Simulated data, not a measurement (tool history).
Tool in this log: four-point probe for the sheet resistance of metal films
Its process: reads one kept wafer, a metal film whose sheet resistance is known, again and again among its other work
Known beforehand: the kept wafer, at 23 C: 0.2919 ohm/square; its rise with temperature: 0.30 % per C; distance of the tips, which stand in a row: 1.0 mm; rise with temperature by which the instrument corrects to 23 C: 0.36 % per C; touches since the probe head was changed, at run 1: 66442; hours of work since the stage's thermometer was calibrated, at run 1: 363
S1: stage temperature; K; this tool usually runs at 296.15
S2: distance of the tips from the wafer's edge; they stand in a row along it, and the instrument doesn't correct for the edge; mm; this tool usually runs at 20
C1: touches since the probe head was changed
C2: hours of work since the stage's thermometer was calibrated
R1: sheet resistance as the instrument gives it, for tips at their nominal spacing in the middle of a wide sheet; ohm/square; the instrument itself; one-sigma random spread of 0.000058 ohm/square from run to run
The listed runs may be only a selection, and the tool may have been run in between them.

run	day	S1	S2	C1	C2	R1
1	0.000	296.15	20	66442	363	0.292191
2	2.129	296.15	20	67806	399	0.292219
3	3.821	296.15	20	68892	427	0.292275
4	5.496	296.15	20	69965	455	0.292205
5	7.867	296.15	20	71488	495	0.292154
6	10.300	296.15	20	73049	536	0.292188
7	11.796	296.15	20	74007	561	0.292251
8	13.754	296.15	20	75264	594	0.292232
9	16.379	296.15	20	76947	638	0.292248
10	18.812	296.15	20	78508	679	0.292198
11	20.700	296.15	20	79719	711	0.292201
12	23.250	296.15	20	81356	753	0.292202
13	25.588	296.15	20	82853	793	0.292206
14	27.067	296.15	20	83803	818	0.292228
15	29.883	299.15	20	85610	865	0.291688
16	31.604	296.15	53	86713	894	0.291898
17	33.179	296.15	53	87723	920	0.291874
18	34.888	294.15	20	88819	949	0.292576
19	36.221	302.15	20	89675	971	0.291157
20	38.317	296.15	16	91019	1007	0.292432
21	39.450	296.15	16	91746	1026	0.292529
22	41.846	296.15	16	93282	1066	0.292349
23	43.725	296.15	24	94488	1097	0.292140
24	45.912	297.15	15	95892	1134	0.292400
25	48.604	297.15	15	97617	1179	0.292288
26	49.783	301.15	39	98372	1199	0.291064
27	50.933	306.15	52	99112	1218	0.290271
28	53.554	306.15	5	100792	1262	0.296277
29	56.050	295.15	74	102392	1304	0.291999
30	58.825	295.15	74	104173	1351	0.292056
31	61.221	298.15	36	105710	1391	0.291603
32	62.896	298.15	36	106784	1419	0.291519
33	65.025	298.15	36	108148	1455	0.291615
34	66.371	297.15	22	109013	1478	0.291985
35	68.246	294.15	20	110214	1509	0.292651
36	69.450	293.15	19	110988	1530	0.292913
37	70.954	293.15	19	111953	1555	0.292750
38	72.650	293.15	19	113040	1583	0.292916
39	74.788	293.15	19	114411	1619	0.292806
40	76.712	301.15	21	115646	1651	0.291231
41	78.950	303.15	21	117080	1689	0.290986
42	80.879	301.15	17	118319	1722	0.291491
43	83.508	301.15	17	120004	1766	0.291477
44	85.488	301.15	17	121273	1799	0.291643
45	88.246	301.15	17	123043	1845	0.291625

Predict each of these 3 candidate next runs independently; none follows another, all start after run 45:
A	90.796	301.15	7	124679	1888	?
B	90.796	296.15	12	124679	1888	?
C	90.796	293.15	38	124679	1888	?

run	R1
A	0.294246
B	0.292888
C	0.292577
With no hidden state in the tool, these same runs would have given:
run	R1
A	0.294307
B	0.292948
C	0.292637
